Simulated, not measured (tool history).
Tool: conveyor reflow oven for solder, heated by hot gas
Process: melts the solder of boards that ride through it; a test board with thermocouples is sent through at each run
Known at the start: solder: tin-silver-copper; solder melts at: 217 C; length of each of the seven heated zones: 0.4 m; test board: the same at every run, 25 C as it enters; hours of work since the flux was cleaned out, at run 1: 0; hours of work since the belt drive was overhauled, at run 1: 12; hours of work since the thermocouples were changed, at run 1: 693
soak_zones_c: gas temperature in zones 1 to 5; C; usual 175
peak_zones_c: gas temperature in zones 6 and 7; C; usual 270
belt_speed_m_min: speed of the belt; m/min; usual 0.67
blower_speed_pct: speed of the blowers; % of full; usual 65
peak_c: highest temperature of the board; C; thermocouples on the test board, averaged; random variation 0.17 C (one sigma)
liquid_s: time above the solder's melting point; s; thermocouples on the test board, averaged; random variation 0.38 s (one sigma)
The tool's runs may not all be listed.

run   hour  soak_zones_c  peak_zones_c  belt_speed_m_min  blower_speed_pct  hours of work since the flux was cleaned out  hours of work since the belt drive was overhauled  hours of work since the thermocouples were changed  peak_c  liquid_s
  1      0           175           270              0.67                65                                             0                                                 12                                                 693     253      54.5
  2   37.9           175           270              0.67                65                                            21                                                 32                                                 714     253        54
  3   62.3           175           270              0.67                65                                            34                                                 45                                                 727   252.8        54
  4   88.4           175           270              0.67                65                                            48                                                 60                                                 741   252.6      53.9
  5  122.5           175           270              0.67                65                                            66                                                 78                                                 760     253      53.9
  6  145.1           175           270              0.67                65                                            79                                                 90                                                 772   252.9      53.9
  7  162.9           175           264              0.67                65                                            88                                                100                                                 782   247.4      50.3
  8  197.9           175           264              0.67                65                                           107                                                119                                                 800   247.9      50.5
  9  227.3           175           264              0.67                65                                           123                                                135                                                 816     248        50
 10    262           175           270              0.67                65                                           142                                                154                                                 835   253.1      53.6
 11    291           175           270              0.67                65                                           158                                                169                                                 851   253.1      54.6
 12  329.9           175           270              0.67                65                                           179                                                190                                                 872   253.2      54.1
 13  355.8           175           270              0.67                65                                           193                                                205                                                 886   252.9      53.6
 14  397.2           175           273              0.67                79                                           215                                                227                                                 908   259.3      58.1
 15  416.4           188           273             0.605                79                                           226                                                237                                                 919   263.7      72.4
 16    440           188           273             0.605                79                                           239                                                250                                                 932   263.6      72.1
 17  462.7           181           268              0.67                71                                           251                                                262                                                 944   253.8      57.6
 18  490.3           161           274             0.594                55                                           266                                                277                                                 959   254.5      57.5
 19  508.4           161           274             0.594                55                                           276                                                287                                                 969   254.4      57.6
     530.5  -- flux residue cleaned out of gas plates and filters
 20  544.5           161           265             0.633                53                                             8                                                304                                                 986   243.4      44.4
 21  586.7           175           270              0.67                61                                            30                                                327                                                1009   251.6        53
 22  609.4           175           270              0.67                65                                            43                                                339                                                1021   252.9      54.7
 23  632.8           175           270              0.67                65                                            55                                                352                                                1034   252.8      53.7
 24  666.5           189           260             0.791                73                                            74                                                370                                                1052   244.5      44.5

Forecast each of these 3 alternatives for the next run:
  A  703.4           177           260             0.665                73                                            94                                                390                                                1072       ?         ?
  B  703.4           189           260             0.682                73                                            94                                                390                                                1072       ?         ?
  C  703.4           185           260              0.62                65                                            94                                                390                                                1072       ?         ?

run  peak_c  liquid_s
  A   246.9      52.2
  B   248.3      56.1
  C   248.6      59.9
Without the tool's hidden state the same runs would have given:
run  peak_c  liquid_s
  A   246.8      52.1
  B   248.2        56
  C   248.4      59.8
